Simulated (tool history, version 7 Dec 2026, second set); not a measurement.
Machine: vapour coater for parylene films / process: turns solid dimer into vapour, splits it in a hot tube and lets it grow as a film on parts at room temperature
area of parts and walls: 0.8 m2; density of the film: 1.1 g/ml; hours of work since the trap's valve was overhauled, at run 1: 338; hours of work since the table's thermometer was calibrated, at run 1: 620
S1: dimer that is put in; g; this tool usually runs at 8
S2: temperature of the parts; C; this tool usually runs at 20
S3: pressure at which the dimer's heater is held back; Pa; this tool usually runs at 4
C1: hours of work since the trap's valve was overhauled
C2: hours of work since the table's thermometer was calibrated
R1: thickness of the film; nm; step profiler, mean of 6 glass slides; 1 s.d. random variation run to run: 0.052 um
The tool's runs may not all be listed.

| run | day | S1 | S2 | S3 | C1 | C2 | R1 |
|---|---|---|---|---|---|---|---|
| 1 | 0 | 8 | 20 | 4 | 338 | 620 | 5470 |
| 2 | 1.362 | 8 | 20 | 4 | 353 | 635 | 5470 |
| 3 | 2.283 | 8 | 20 | 4 | 362 | 644 | 5380 |
| 4 | 3.288 | 8 | 20 | 4 | 373 | 655 | 5480 |
| 5 | 5.35 | 8 | 20 | 4 | 395 | 677 | 5360 |
| 6 | 7.396 | 8 | 20 | 4 | 417 | 699 | 5360 |
| 7 | 9.612 | 8 | 20 | 4 | 441 | 723 | 5260 |
|  | 10.529 | trap's valve overhauled |
| 8 | 11.512 | 4 | 20 | 4 | 11 | 741 | 3030 |
| 9 | 12.558 | 8 | 20 | 4 | 22 | 752 | 5880 |
| 10 | 14.275 | 8 | 20 | 2.78 | 40 | 771 | 6420 |
| 11 | 15.883 | 6 | 12 | 3.17 | 57 | 788 | 6190 |
| 12 | 17.733 | 4 | 23 | 3.03 | 77 | 807 | 2850 |

Run 13, settings as shown, results not yet in. Your forecast:
| 13 | 19.533 | 4 | 23 | 3.03 | 96 | 827 | ? |

{"run 13": {"R1": 2790}}
Without the tool's hidden state the same run would have given R1 2850 nm.
